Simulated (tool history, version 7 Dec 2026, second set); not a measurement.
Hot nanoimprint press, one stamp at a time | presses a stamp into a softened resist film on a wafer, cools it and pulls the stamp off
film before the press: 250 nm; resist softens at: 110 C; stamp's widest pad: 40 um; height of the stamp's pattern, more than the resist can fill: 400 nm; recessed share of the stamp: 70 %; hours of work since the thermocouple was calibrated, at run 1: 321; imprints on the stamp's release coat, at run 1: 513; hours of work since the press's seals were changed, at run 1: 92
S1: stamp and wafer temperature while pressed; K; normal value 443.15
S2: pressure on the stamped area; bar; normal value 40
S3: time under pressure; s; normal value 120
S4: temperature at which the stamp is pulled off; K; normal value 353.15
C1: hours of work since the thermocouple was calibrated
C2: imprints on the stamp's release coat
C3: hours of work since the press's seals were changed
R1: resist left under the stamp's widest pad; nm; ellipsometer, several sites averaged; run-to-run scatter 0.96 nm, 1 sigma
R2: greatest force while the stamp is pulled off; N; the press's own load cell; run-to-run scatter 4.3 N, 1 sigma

{"run": 1, "hour": 0.0, "S1": 443.15, "S2": 40, "S3": 120, "S4": 353.15, "C1": 321, "C2": 513, "C3": 92, "R1": 138.7, "R2": 203}
{"run": 2, "hour": 13.0, "S1": 443.15, "S2": 40, "S3": 120, "S4": 353.15, "C1": 329, "C2": 545, "C3": 100, "R1": 137.7, "R2": 210}
{"run": 3, "hour": 24.8, "S1": 431.15, "S2": 40, "S3": 120, "S4": 353.15, "C1": 336, "C2": 573, "C3": 107, "R1": 218.2, "R2": 215}
{"run": 4, "hour": 30.9, "S1": 431.15, "S2": 40, "S3": 120, "S4": 353.15, "C1": 340, "C2": 587, "C3": 110, "R1": 222.4, "R2": 204}
{"hour": 37.9, "done": "plate thermocouple calibrated"}
{"run": 5, "hour": 44.4, "S1": 431.15, "S2": 40, "S3": 120, "S4": 353.15, "C1": 4, "C2": 612, "C3": 117, "R1": 220.1, "R2": 219}
{"run": 6, "hour": 50.7, "S1": 431.15, "S2": 40, "S3": 120, "S4": 353.15, "C1": 8, "C2": 628, "C3": 120, "R1": 222.6, "R2": 208}
{"run": 7, "hour": 58.2, "S1": 431.15, "S2": 40, "S3": 120, "S4": 353.15, "C1": 12, "C2": 646, "C3": 125, "R1": 219.6, "R2": 208}
{"run": 8, "hour": 66.3, "S1": 431.15, "S2": 40, "S3": 77, "S4": 353.15, "C1": 17, "C2": 665, "C3": 130, "R1": 227.5, "R2": 210}
{"run": 9, "hour": 76.1, "S1": 431.15, "S2": 40, "S3": 77, "S4": 353.15, "C1": 23, "C2": 689, "C3": 135, "R1": 227.3, "R2": 212}
{"run": 10, "hour": 87.2, "S1": 433.15, "S2": 30.6, "S3": 77, "S4": 353.15, "C1": 29, "C2": 715, "C3": 142, "R1": 229.5, "R2": 214}
{"run": 11, "hour": 94.7, "S1": 443.15, "S2": 40, "S3": 120, "S4": 358.15, "C1": 34, "C2": 733, "C3": 146, "R1": 138.6, "R2": 203}
{"run": 12, "hour": 102.1, "S1": 443.15, "S2": 40, "S3": 120, "S4": 358.15, "C1": 38, "C2": 751, "C3": 151, "R1": 138.2, "R2": 210}
{"run": 13, "hour": 111.0, "S1": 432.15, "S2": 40, "S3": 120, "S4": 358.15, "C1": 43, "C2": 772, "C3": 156, "R1": 218.4, "R2": 199}
{"run": 14, "hour": 119.4, "S1": 432.15, "S2": 35.2, "S3": 120, "S4": 361.15, "C1": 48, "C2": 792, "C3": 161, "R1": 219.8, "R2": 205}
{"run": 15, "hour": 133.0, "S1": 432.15, "S2": 35.2, "S3": 120, "S4": 361.15, "C1": 56, "C2": 825, "C3": 169, "R1": 219.3, "R2": 199}

Predict each of these 3 candidate next runs independently; none follows another, all start after run 15:
{"run": "A", "hour": 146.4, "S1": 443.15, "S2": 40, "S3": 175, "S4": 353.15, "C1": 64, "C2": 857, "C3": 177, "R1": "?", "R2": "?"}
{"run": "B", "hour": 146.4, "S1": 435.15, "S2": 35.2, "S3": 168, "S4": 351.15, "C1": 64, "C2": 857, "C3": 177, "R1": "?", "R2": "?"}
{"run": "C", "hour": 146.4, "S1": 432.15, "S2": 62.7, "S3": 120, "S4": 351.15, "C1": 64, "C2": 857, "C3": 177, "R1": "?", "R2": "?"}

run=A R1=122.3 R2=216
run=B R1=189.6 R2=210
run=C R1=196.6 R2=212
Had the tool no hidden state, the same runs would have come out as:
run=A R1=122.2 R2=215
run=B R1=189.5 R2=210
run=C R1=196.5 R2=212
